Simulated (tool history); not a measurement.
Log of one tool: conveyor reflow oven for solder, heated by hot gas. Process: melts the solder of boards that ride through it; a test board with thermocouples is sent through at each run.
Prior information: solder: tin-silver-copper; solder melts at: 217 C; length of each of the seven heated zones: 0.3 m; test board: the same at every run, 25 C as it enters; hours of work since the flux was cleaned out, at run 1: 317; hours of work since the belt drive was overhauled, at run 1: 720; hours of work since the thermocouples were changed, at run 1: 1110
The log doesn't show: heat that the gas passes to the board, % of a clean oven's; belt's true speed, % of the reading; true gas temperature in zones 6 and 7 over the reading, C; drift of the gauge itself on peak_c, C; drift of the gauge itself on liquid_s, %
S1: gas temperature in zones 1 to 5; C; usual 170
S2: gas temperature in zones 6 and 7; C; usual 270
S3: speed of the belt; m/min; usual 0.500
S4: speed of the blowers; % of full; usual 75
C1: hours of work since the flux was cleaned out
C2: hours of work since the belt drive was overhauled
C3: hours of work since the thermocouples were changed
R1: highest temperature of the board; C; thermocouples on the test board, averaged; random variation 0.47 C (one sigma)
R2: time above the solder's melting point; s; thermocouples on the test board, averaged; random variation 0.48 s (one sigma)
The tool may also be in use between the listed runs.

| run | day | S1 | S2 | S3 | S4 | C1 | C2 | C3 | R1 | R2 |
|---|---|---|---|---|---|---|---|---|---|---|
| 1 | 0.000 | 170 | 270 | 0.500 | 75 | 317 | 720 | 1110 | 243.1 | 44.0 |
| 2 | 1.221 | 170 | 270 | 0.500 | 60 | 333 | 736 | 1126 | 237.7 | 36.2 |
| 3 | 2.017 | 171 | 270 | 0.500 | 75 | 344 | 746 | 1136 | 242.9 | 43.6 |
| 4 | 3.200 | 170 | 270 | 0.500 | 75 | 359 | 762 | 1151 | 241.3 | 42.8 |
| 5 | 4.421 | 170 | 270 | 0.500 | 55 | 375 | 778 | 1167 | 234.7 | 32.8 |
|  | 5.992 | flux residue cleaned out of gas plates and filters |
| 6 | 6.067 | 170 | 270 | 0.482 | 55 | 1 | 796 | 1186 | 240.3 | 43.2 |
| 7 | 6.671 | 170 | 270 | 0.422 | 75 | 9 | 804 | 1194 | 250.3 | 63.8 |
| 8 | 7.829 | 170 | 270 | 0.422 | 75 | 24 | 819 | 1209 | 251.7 | 62.4 |
| 9 | 8.642 | 170 | 270 | 0.422 | 75 | 35 | 830 | 1220 | 251.8 | 64.0 |
|  | 9.933 | thermocouples of zones 6 and 7 changed |
| 10 | 10.196 | 170 | 270 | 0.422 | 75 | 54 | 849 | 3 | 255.6 | 66.6 |
| 11 | 11.658 | 170 | 270 | 0.500 | 75 | 73 | 868 | 23 | 248.6 | 50.3 |
| 12 | 12.738 | 170 | 270 | 0.500 | 75 | 87 | 882 | 37 | 249.7 | 50.0 |
| 13 | 13.629 | 170 | 270 | 0.500 | 75 | 99 | 894 | 48 | 248.9 | 50.8 |
| 14 | 14.292 | 170 | 270 | 0.500 | 75 | 107 | 903 | 57 | 248.9 | 49.1 |
| 15 | 15.775 | 180 | 270 | 0.500 | 75 | 127 | 922 | 76 | 250.4 | 54.8 |
| 16 | 16.433 | 180 | 270 | 0.500 | 75 | 135 | 931 | 85 | 250.6 | 55.7 |
| 17 | 17.758 | 159 | 282 | 0.484 | 65 | 152 | 948 | 102 | 253.4 | 51.4 |
| 18 | 18.688 | 170 | 282 | 0.500 | 70 | 165 | 960 | 114 | 257.0 | 54.8 |
| 19 | 19.700 | 161 | 263 | 0.500 | 70 | 178 | 973 | 127 | 238.5 | 36.7 |
| 20 | 20.350 | 161 | 263 | 0.500 | 70 | 186 | 982 | 136 | 239.0 | 36.5 |
| 21 | 21.346 | 166 | 284 | 0.437 | 60 | 199 | 995 | 149 | 259.3 | 64.1 |
| 22 | 22.775 | 183 | 284 | 0.407 | 60 | 218 | 1013 | 168 | 264.4 | 79.8 |
| 23 | 23.958 | 173 | 284 | 0.416 | 64 | 233 | 1029 | 183 | 263.1 | 72.6 |
| 24 | 25.125 | 161 | 269 | 0.416 | 64 | 248 | 1044 | 198 | 247.9 | 57.6 |
| 25 | 26.433 | 161 | 269 | 0.416 | 64 | 266 | 1061 | 215 | 247.7 | 56.7 |
| 26 | 27.738 | 170 | 270 | 0.483 | 80 | 283 | 1078 | 232 | 249.0 | 52.3 |
| 27 | 28.767 | 170 | 270 | 0.483 | 80 | 296 | 1091 | 246 | 248.7 | 52.5 |
| 28 | 30.196 | 170 | 270 | 0.483 | 80 | 315 | 1110 | 264 | 247.5 | 53.0 |
| 29 | 31.079 | 170 | 270 | 0.483 | 80 | 326 | 1122 | 276 | 247.5 | 51.7 |
| 30 | 32.288 | 170 | 270 | 0.483 | 80 | 342 | 1137 | 292 | 248.0 | 51.0 |
| 31 | 33.388 | 176 | 270 | 0.500 | 70 | 356 | 1152 | 306 | 245.2 | 49.1 |
| 32 | 34.512 | 170 | 270 | 0.581 | 75 | 371 | 1166 | 321 | 238.5 | 33.3 |

Across each entry between runs, compare the hidden state at the last listed run before it with the hidden state at the first listed run after it:
From run 5 to run 6: flux residue cleaned out of gas plates and filters (day 5.992)
  heat that the gas passes to the board, % of a clean oven's: 86.3 -> 99.8; belt's true speed, % of the reading: 97.87 -> 97.82; true gas temperature in zones 6 and 7 over the reading, C: -4.48 -> -4.55
  measured value less the no-hidden-state value, R1: -6.8 -> -2.7 C; R2: -7.6 -> -1.6 s
From run 9 to run 10: thermocouples of zones 6 and 7 changed (day 9.933)
  heat that the gas passes to the board, % of a clean oven's: 98.5 -> 97.8; belt's true speed, % of the reading: 97.72 -> 97.67; true gas temperature in zones 6 and 7 over the reading, C: -4.68 -> -0.03
  measured value less the no-hidden-state value, R1: -3.8 -> +0.1 C; R2: -1.2 -> +1.7 s
